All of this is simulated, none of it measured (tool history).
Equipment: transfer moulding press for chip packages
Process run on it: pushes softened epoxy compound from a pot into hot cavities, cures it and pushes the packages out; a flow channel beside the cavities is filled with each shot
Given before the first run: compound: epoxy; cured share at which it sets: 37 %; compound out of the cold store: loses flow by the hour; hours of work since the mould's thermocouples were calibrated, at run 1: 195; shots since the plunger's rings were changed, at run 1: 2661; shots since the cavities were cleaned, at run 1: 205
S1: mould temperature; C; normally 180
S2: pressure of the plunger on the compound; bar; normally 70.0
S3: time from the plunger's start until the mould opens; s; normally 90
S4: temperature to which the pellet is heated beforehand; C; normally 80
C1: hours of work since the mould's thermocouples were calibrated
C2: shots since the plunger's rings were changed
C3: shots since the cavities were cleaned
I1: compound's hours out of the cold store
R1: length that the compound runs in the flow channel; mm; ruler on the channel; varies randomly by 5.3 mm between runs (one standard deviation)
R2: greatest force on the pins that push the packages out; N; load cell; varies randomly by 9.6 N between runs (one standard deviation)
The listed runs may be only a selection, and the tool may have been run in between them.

run,hour,S1,S2,S3,S4,C1,C2,C3,I1,R1,R2
1,0.0,180,70.0,90,80,195,2661,205,40.1,875,473
# hour 47.2: cavities cleaned with cleaning compound and waxed
2,61.1,180,70.0,90,80,234,3383,169,15.3,961,467
3,103.6,180,70.0,90,80,262,3898,684,44.0,846,530
# hour 112.2: cavities cleaned with cleaning compound and waxed
# hour 137.9: plunger's sealing rings changed
4,146.9,180,70.0,90,80,287,109,390,41.4,875,512
# hour 180.8: cavities cleaned with cleaning compound and waxed
5,188.5,180,70.0,85,80,314,595,94,17.6,955,473
# hour 204.3: mould's thermocouples calibrated
6,230.4,180,70.0,85,80,17,1079,578,9.5,992,643
# hour 250.7: cavities cleaned with cleaning compound and waxed
7,281.8,180,52.9,90,80,50,1684,377,37.9,768,503
8,309.6,180,52.9,90,80,68,2022,715,44.7,747,541
# hour 316.3: cavities cleaned with cleaning compound and waxed
9,339.7,180,70.0,90,72,87,2368,284,30.9,906,497
10,370.4,180,62.8,90,80,107,2740,656,35.2,840,563
# hour 382.1: cavities cleaned with cleaning compound and waxed
11,435.0,180,62.8,90,80,148,3505,641,36.6,833,554
# hour 447.8: cavities cleaned with cleaning compound and waxed
12,465.8,180,70.0,90,80,167,3860,218,8.7,975,503
13,494.6,176,70.0,90,80,186,4210,568,35.7,876,678
# hour 502.5: plunger's sealing rings changed
# hour 514.5: cavities cleaned with cleaning compound and waxed
14,562.0,180,73.7,86,76,228,704,577,12.3,1001,616
# hour 580.8: cavities cleaned with cleaning compound and waxed
15,620.3,185,79.5,82,77,265,1392,479,45.6,900,470
# hour 645.4: cavities cleaned with cleaning compound and waxed
16,674.5,185,79.5,82,77,300,2031,353,39.2,919,475
# hour 713.2: mould's thermocouples calibrated
# hour 714.7: cavities cleaned with cleaning compound and waxed
17,729.7,180,78.5,83,85,10,2658,182,41.2,918,528
18,775.9,180,78.5,114,85,40,3218,742,39.8,916,456
# hour 782.0: cavities cleaned with cleaning compound and waxed
19,821.0,180,58.0,92,80,69,3747,473,45.7,774,505
# hour 847.4: cavities cleaned with cleaning compound and waxed
# hour 866.4: plunger's sealing rings changed
20,882.5,180,59.0,103,72,106,195,395,22.2,871,451
# hour 914.4: cavities cleaned with cleaning compound and waxed
21,914.4,180,59.0,103,72,126,564,0,45.1,791,375
22,948.3,180,58.0,103,72,148,975,411,33.0,821,447
# hour 983.4: cavities cleaned with cleaning compound and waxed
23,994.0,180,58.0,103,72,177,1511,129,27.7,837,402
# hour 1050.5: cavities cleaned with cleaning compound and waxed
24,1052.5,180,57.0,103,72,215,2202,25,43.7,776,371
# hour 1117.6: cavities cleaned with cleaning compound and waxed
25,1117.6,187,71.3,116,85,256,2972,0,23.3,923,326
# hour 1184.4: cavities cleaned with cleaning compound and waxed
26,1184.4,187,71.3,116,85,299,3764,0,37.1,871,341

Alternative continuations, all from the tool just after run 26; predict every row:
# hour 1220.9: mould's thermocouples calibrated
# hour 1231.4: plunger's sealing rings changed
A,1237.3,180,70.0,100,84,9,72,587,35.5,?,?
# hour 1220.9: mould's thermocouples calibrated
# hour 1231.4: plunger's sealing rings changed
B,1237.3,180,73.4,90,80,9,72,587,27.0,?,?
# hour 1220.9: mould's thermocouples calibrated
# hour 1231.4: plunger's sealing rings changed
C,1237.3,176,71.3,94,74,9,72,587,28.4,?,?

run,R1,R2
A,898,471
B,949,563
C,947,659
Had the tool no hidden state, the same runs would have come out as:
run,R1,R2
A,898,360
B,949,429
C,947,502
